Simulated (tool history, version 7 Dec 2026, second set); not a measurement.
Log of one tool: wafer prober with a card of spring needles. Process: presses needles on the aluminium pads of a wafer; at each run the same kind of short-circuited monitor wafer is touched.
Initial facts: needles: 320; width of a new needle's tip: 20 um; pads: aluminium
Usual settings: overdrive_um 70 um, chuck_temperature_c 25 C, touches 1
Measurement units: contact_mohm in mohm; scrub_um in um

{"run": 1, "hour": 0.0, "overdrive_um": 70, "chuck_temperature_c": 25, "touches": 1, "contact_mohm": 144, "scrub_um": 15.13}
{"hour": 13.0, "done": "tips cleaned on abrasive film"}
{"run": 2, "hour": 13.3, "overdrive_um": 70, "chuck_temperature_c": 25, "touches": 1, "contact_mohm": 141, "scrub_um": 15.13}
{"run": 3, "hour": 30.8, "overdrive_um": 70, "chuck_temperature_c": 25, "touches": 1, "contact_mohm": 142, "scrub_um": 15.14}
{"hour": 43.5, "done": "tips cleaned on abrasive film"}
{"run": 4, "hour": 46.2, "overdrive_um": 70, "chuck_temperature_c": 25, "touches": 1, "contact_mohm": 140, "scrub_um": 15.1}
{"run": 5, "hour": 63.8, "overdrive_um": 70, "chuck_temperature_c": 25, "touches": 1, "contact_mohm": 146, "scrub_um": 15.09}
{"hour": 74.9, "done": "tips cleaned on abrasive film"}
{"run": 6, "hour": 76.7, "overdrive_um": 70, "chuck_temperature_c": 25, "touches": 1, "contact_mohm": 144, "scrub_um": 15.06}
{"hour": 90.8, "done": "height of the first contact set anew"}
{"run": 7, "hour": 94.2, "overdrive_um": 70, "chuck_temperature_c": 25, "touches": 1, "contact_mohm": 143, "scrub_um": 15.11}
{"hour": 105.7, "done": "tips cleaned on abrasive film"}
{"run": 8, "hour": 110.5, "overdrive_um": 70, "chuck_temperature_c": 25, "touches": 1, "contact_mohm": 143, "scrub_um": 15.1}
{"run": 9, "hour": 122.4, "overdrive_um": 70, "chuck_temperature_c": 25, "touches": 1, "contact_mohm": 143, "scrub_um": 15.13}
{"run": 10, "hour": 134.7, "overdrive_um": 70, "chuck_temperature_c": 25, "touches": 2, "contact_mohm": 142, "scrub_um": 15.19}
{"hour": 136.3, "done": "tips cleaned on abrasive film"}
{"run": 11, "hour": 149.7, "overdrive_um": 70, "chuck_temperature_c": 25, "touches": 2, "contact_mohm": 145, "scrub_um": 15.06}
{"run": 12, "hour": 164.4, "overdrive_um": 70, "chuck_temperature_c": 25, "touches": 2, "contact_mohm": 143, "scrub_um": 15.02}
{"hour": 167.5, "done": "tips cleaned on abrasive film"}
{"run": 13, "hour": 174.3, "overdrive_um": 66, "chuck_temperature_c": 60, "touches": 1, "contact_mohm": 150, "scrub_um": 14.28}

The next listed run, before its measurement:
{"run": 14, "hour": 187.7, "overdrive_um": 66, "chuck_temperature_c": 60, "touches": 1, "contact_mohm": "?", "scrub_um": "?"}

{"run 14": {"contact_mohm": 151, "scrub_um": 14.26}}
With no hidden state in the tool, this same run would have given contact_mohm 151 mohm, scrub_um 14.26 um.
